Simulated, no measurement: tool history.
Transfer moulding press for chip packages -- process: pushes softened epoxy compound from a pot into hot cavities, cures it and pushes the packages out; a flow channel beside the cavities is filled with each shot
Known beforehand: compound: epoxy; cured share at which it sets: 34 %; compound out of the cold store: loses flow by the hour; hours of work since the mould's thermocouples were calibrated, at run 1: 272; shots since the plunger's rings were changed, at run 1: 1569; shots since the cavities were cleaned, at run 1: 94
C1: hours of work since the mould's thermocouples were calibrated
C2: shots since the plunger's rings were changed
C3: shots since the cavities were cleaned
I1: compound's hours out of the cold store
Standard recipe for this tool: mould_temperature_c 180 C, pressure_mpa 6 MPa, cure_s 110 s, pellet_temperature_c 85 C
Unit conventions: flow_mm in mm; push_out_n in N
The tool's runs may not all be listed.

{"run": 1, "hour": 0.0, "mould_temperature_c": 180, "pressure_mpa": 6, "cure_s": 110, "pellet_temperature_c": 85, "C1": 272, "C2": 1569, "C3": 94, "I1": 32.9, "flow_mm": 543.4, "push_out_n": 244}
{"run": 2, "hour": 30.1, "mould_temperature_c": 180, "pressure_mpa": 6, "cure_s": 110, "pellet_temperature_c": 85, "C1": 287, "C2": 1800, "C3": 325, "I1": 10.6, "flow_mm": 617, "push_out_n": 269}
{"hour": 51.4, "done": "cavities cleaned with cleaning compound and waxed"}
{"run": 3, "hour": 62.5, "mould_temperature_c": 180, "pressure_mpa": 6, "cure_s": 110, "pellet_temperature_c": 85, "C1": 303, "C2": 2038, "C3": 86, "I1": 11, "flow_mm": 615.1, "push_out_n": 244}
{"hour": 113.7, "done": "cavities cleaned with cleaning compound and waxed"}
{"run": 4, "hour": 113.7, "mould_temperature_c": 180, "pressure_mpa": 6, "cure_s": 110, "pellet_temperature_c": 85, "C1": 328, "C2": 2421, "C3": 0, "I1": 31.4, "flow_mm": 550, "push_out_n": 228}
{"run": 5, "hour": 149.8, "mould_temperature_c": 180, "pressure_mpa": 6, "cure_s": 110, "pellet_temperature_c": 85, "C1": 346, "C2": 2698, "C3": 277, "I1": 23.5, "flow_mm": 570.4, "push_out_n": 245}
{"hour": 168.4, "done": "plunger's sealing rings changed"}
{"hour": 181.0, "done": "cavities cleaned with cleaning compound and waxed"}
{"run": 6, "hour": 206.3, "mould_temperature_c": 180, "pressure_mpa": 6, "cure_s": 110, "pellet_temperature_c": 85, "C1": 372, "C2": 280, "C3": 195, "I1": 45.3, "flow_mm": 508.9, "push_out_n": 231}
{"hour": 243.3, "done": "cavities cleaned with cleaning compound and waxed"}
{"run": 7, "hour": 273.2, "mould_temperature_c": 180, "pressure_mpa": 6, "cure_s": 110, "pellet_temperature_c": 85, "C1": 405, "C2": 783, "C3": 230, "I1": 34.2, "flow_mm": 540, "push_out_n": 242}
{"hour": 304.8, "done": "cavities cleaned with cleaning compound and waxed"}
{"run": 8, "hour": 313.7, "mould_temperature_c": 180, "pressure_mpa": 6, "cure_s": 110, "pellet_temperature_c": 85, "C1": 425, "C2": 1083, "C3": 68, "I1": 31.4, "flow_mm": 548, "push_out_n": 234}
{"hour": 343.1, "done": "mould's thermocouples calibrated"}
{"run": 9, "hour": 347.3, "mould_temperature_c": 180, "pressure_mpa": 6, "cure_s": 110, "pellet_temperature_c": 85, "C1": 2, "C2": 1326, "C3": 311, "I1": 40.5, "flow_mm": 520.8, "push_out_n": 242}
{"hour": 368.4, "done": "cavities cleaned with cleaning compound and waxed"}
{"run": 10, "hour": 394.6, "mould_temperature_c": 180, "pressure_mpa": 6, "cure_s": 110, "pellet_temperature_c": 85, "C1": 25, "C2": 1679, "C3": 202, "I1": 17.5, "flow_mm": 592.9, "push_out_n": 239}
{"hour": 432.0, "done": "cavities cleaned with cleaning compound and waxed"}
{"run": 11, "hour": 442.5, "mould_temperature_c": 180, "pressure_mpa": 6, "cure_s": 110, "pellet_temperature_c": 85, "C1": 48, "C2": 2036, "C3": 81, "I1": 29.4, "flow_mm": 554.4, "push_out_n": 228}

Estimate the outcome of run 12 from the log above:
{"hour": 495.6, "done": "cavities cleaned with cleaning compound and waxed"}
{"run": 12, "hour": 501.7, "mould_temperature_c": 180, "pressure_mpa": 6, "cure_s": 116, "pellet_temperature_c": 76, "C1": 77, "C2": 2480, "C3": 47, "I1": 8.6, "flow_mm": "?", "push_out_n": "?"}

Run 12 came out at flow_mm 624.3 mm, push_out_n 236 N.
If the tool had no hidden condition, the same run with the same run-to-run variation would have returned flow_mm 624.5 mm, push_out_n 236 N.

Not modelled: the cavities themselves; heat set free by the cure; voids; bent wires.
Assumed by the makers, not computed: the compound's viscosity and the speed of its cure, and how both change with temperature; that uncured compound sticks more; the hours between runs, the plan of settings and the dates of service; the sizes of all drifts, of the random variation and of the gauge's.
